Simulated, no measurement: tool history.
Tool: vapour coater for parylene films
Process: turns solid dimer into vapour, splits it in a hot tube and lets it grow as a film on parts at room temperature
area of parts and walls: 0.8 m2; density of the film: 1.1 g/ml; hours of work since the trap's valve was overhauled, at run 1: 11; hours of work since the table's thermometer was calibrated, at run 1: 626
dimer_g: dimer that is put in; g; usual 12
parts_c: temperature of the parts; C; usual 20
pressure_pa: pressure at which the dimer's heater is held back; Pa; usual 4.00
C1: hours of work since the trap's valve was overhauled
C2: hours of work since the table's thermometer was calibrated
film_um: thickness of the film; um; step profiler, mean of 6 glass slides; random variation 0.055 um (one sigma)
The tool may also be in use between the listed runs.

{"run": 1, "hour": 0.0, "dimer_g": 12, "parts_c": 20, "pressure_pa": 4.0, "C1": 11, "C2": 626, "film_um": 11.33}
{"run": 2, "hour": 22.3, "dimer_g": 8, "parts_c": 20, "pressure_pa": 4.0, "C1": 23, "C2": 638, "film_um": 7.5}
{"run": 3, "hour": 50.4, "dimer_g": 12, "parts_c": 20, "pressure_pa": 4.0, "C1": 38, "C2": 653, "film_um": 11.24}
{"run": 4, "hour": 72.6, "dimer_g": 12, "parts_c": 20, "pressure_pa": 8.61, "C1": 50, "C2": 664, "film_um": 9.78}
{"run": 5, "hour": 86.2, "dimer_g": 12, "parts_c": 20, "pressure_pa": 8.61, "C1": 57, "C2": 672, "film_um": 9.66}
{"run": 6, "hour": 103.2, "dimer_g": 12, "parts_c": 20, "pressure_pa": 8.61, "C1": 66, "C2": 681, "film_um": 9.8}
{"run": 7, "hour": 130.2, "dimer_g": 12, "parts_c": 20, "pressure_pa": 8.61, "C1": 80, "C2": 695, "film_um": 9.78}
{"run": 8, "hour": 160.0, "dimer_g": 12, "parts_c": 14, "pressure_pa": 4.0, "C1": 96, "C2": 711, "film_um": 12.48}
{"run": 9, "hour": 181.4, "dimer_g": 12, "parts_c": 14, "pressure_pa": 4.0, "C1": 108, "C2": 723, "film_um": 12.48}
{"run": 10, "hour": 209.3, "dimer_g": 12, "parts_c": 14, "pressure_pa": 4.0, "C1": 123, "C2": 737, "film_um": 12.4}
{"run": 11, "hour": 237.9, "dimer_g": 9, "parts_c": 19, "pressure_pa": 4.75, "C1": 138, "C2": 753, "film_um": 8.19}
{"run": 12, "hour": 255.1, "dimer_g": 15, "parts_c": 22, "pressure_pa": 3.17, "C1": 147, "C2": 762, "film_um": 13.97}
{"run": 13, "hour": 274.4, "dimer_g": 12, "parts_c": 20, "pressure_pa": 11.52, "C1": 157, "C2": 772, "film_um": 9.19}
{"run": 14, "hour": 288.5, "dimer_g": 9, "parts_c": 14, "pressure_pa": 4.0, "C1": 165, "C2": 780, "film_um": 9.3}
{"run": 15, "hour": 303.4, "dimer_g": 9, "parts_c": 14, "pressure_pa": 4.0, "C1": 173, "C2": 788, "film_um": 9.24}
{"run": 16, "hour": 330.2, "dimer_g": 18, "parts_c": 20, "pressure_pa": 4.0, "C1": 187, "C2": 802, "film_um": 16.56}
{"run": 17, "hour": 357.0, "dimer_g": 18, "parts_c": 20, "pressure_pa": 4.0, "C1": 201, "C2": 816, "film_um": 16.42}
{"hour": 362.9, "done": "gauge calibrated"}
{"run": 18, "hour": 388.1, "dimer_g": 12, "parts_c": 31, "pressure_pa": 4.0, "C1": 218, "C2": 833, "film_um": 9.16}
{"run": 19, "hour": 403.2, "dimer_g": 12, "parts_c": 20, "pressure_pa": 4.15, "C1": 226, "C2": 841, "film_um": 11.18}
{"run": 20, "hour": 417.6, "dimer_g": 6, "parts_c": 24, "pressure_pa": 2.85, "C1": 234, "C2": 849, "film_um": 5.51}

5 ways to go on from here, each from the tool as it stands after run 20. What would each give?
{"run": "A", "hour": 446.1, "dimer_g": 12, "parts_c": 30, "pressure_pa": 4.0, "C1": 249, "C2": 864, "film_um": "?"}
{"run": "B", "hour": 446.1, "dimer_g": 12, "parts_c": 14, "pressure_pa": 2.94, "C1": 249, "C2": 864, "film_um": "?"}
{"run": "C", "hour": 446.1, "dimer_g": 6, "parts_c": 24, "pressure_pa": 5.5, "C1": 249, "C2": 864, "film_um": "?"}
{"run": "D", "hour": 446.1, "dimer_g": 19, "parts_c": 24, "pressure_pa": 9.51, "C1": 249, "C2": 864, "film_um": "?"}
{"run": "E", "hour": 446.1, "dimer_g": 10, "parts_c": 22, "pressure_pa": 11.87, "C1": 249, "C2": 864, "film_um": "?"}

run=A film_um=9.27
run=B film_um=13.23
run=C film_um=4.94
run=D film_um=14.16
run=E film_um=7.46
Without the tool's hidden state the same runs would have given:
run=A film_um=9.36
run=B film_um=13.35
run=C film_um=4.98
run=D film_um=14.30
run=E film_um=7.53

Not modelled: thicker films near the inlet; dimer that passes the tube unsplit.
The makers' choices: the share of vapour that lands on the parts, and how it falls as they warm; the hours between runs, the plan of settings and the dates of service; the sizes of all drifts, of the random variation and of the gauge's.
